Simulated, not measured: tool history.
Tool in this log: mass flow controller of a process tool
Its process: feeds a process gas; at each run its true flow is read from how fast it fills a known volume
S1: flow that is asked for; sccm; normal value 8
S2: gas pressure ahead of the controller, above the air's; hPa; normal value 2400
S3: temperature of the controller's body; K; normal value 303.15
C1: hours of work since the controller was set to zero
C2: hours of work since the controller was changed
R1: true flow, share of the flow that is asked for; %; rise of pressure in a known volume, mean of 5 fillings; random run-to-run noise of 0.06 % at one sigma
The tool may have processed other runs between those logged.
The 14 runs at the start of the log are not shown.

| run | hour | S1 | S2 | S3 | C1 | C2 | R1 |
|---|---|---|---|---|---|---|---|
| 15 | 1604.4 | 8 | 2400 | 309.15 | 3297 | 3297 | 98.89 |
| 16 | 1697.7 | 8 | 2400 | 309.15 | 3347 | 3347 | 98.98 |
| 17 | 1839.4 | 8 | 2410 | 309.15 | 3422 | 3422 | 98.95 |
| 18 | 1954.0 | 8 | 2410 | 294.15 | 3482 | 3482 | 98.57 |
| 19 | 2039.0 | 3 | 2220 | 299.15 | 3527 | 3527 | 98.07 |
| 20 | 2164.3 | 8 | 2400 | 309.15 | 3594 | 3594 | 98.94 |
| 21 | 2278.1 | 20 | 1950 | 300.15 | 3654 | 3654 | 100.04 |
| 22 | 2415.3 | 8 | 2400 | 303.15 | 3727 | 3727 | 98.79 |
| 23 | 2547.3 | 9 | 2390 | 297.15 | 3797 | 3797 | 98.78 |
| 24 | 2623.2 | 16 | 1450 | 308.15 | 3837 | 3837 | 99.44 |
| 25 | 2757.7 | 8 | 1710 | 294.15 | 3908 | 3908 | 98.29 |
| 26 | 2831.6 | 2 | 1750 | 310.15 | 3947 | 3947 | 97.93 |
| 27 | 2902.8 | 2 | 1750 | 310.15 | 3985 | 3985 | 97.99 |
| 28 | 2984.8 | 3 | 1750 | 310.15 | 4029 | 4029 | 98.11 |
| 29 | 3112.2 | 9 | 1780 | 302.15 | 4096 | 4096 | 98.60 |
| 30 | 3224.3 | 11 | 2330 | 302.15 | 4155 | 4155 | 99.07 |
| 31 | 3308.4 | 11 | 2150 | 297.15 | 4200 | 4200 | 98.93 |
| 32 | 3384.8 | 8 | 2400 | 307.15 | 4241 | 4241 | 98.89 |
| 33 | 3510.4 | 6 | 2110 | 301.15 | 4307 | 4307 | 98.34 |

Each row is a separate what-if for the run after 33, all from the same tool condition, not one after another. Results?
| A | 3636.1 | 3 | 1800 | 299.15 | 4374 | 4374 | ? |
| B | 3636.1 | 5 | 2110 | 301.15 | 4374 | 4374 | ? |
| C | 3636.1 | 18 | 1840 | 301.15 | 4374 | 4374 | ? |
| D | 3636.1 | 8 | 2080 | 308.15 | 4374 | 4374 | ? |
| E | 3636.1 | 3 | 2520 | 300.15 | 4374 | 4374 | ? |

| run | R1 |
|---|---|
| A | 97.92 |
| B | 98.28 |
| C | 99.71 |
| D | 98.82 |
| E | 98.11 |
With the hidden condition removed and each run's random variation left untouched, the same runs would have given:
| run | R1 |
|---|---|
| A | 97.91 |
| B | 98.27 |
| C | 99.71 |
| D | 98.82 |
| E | 98.10 |
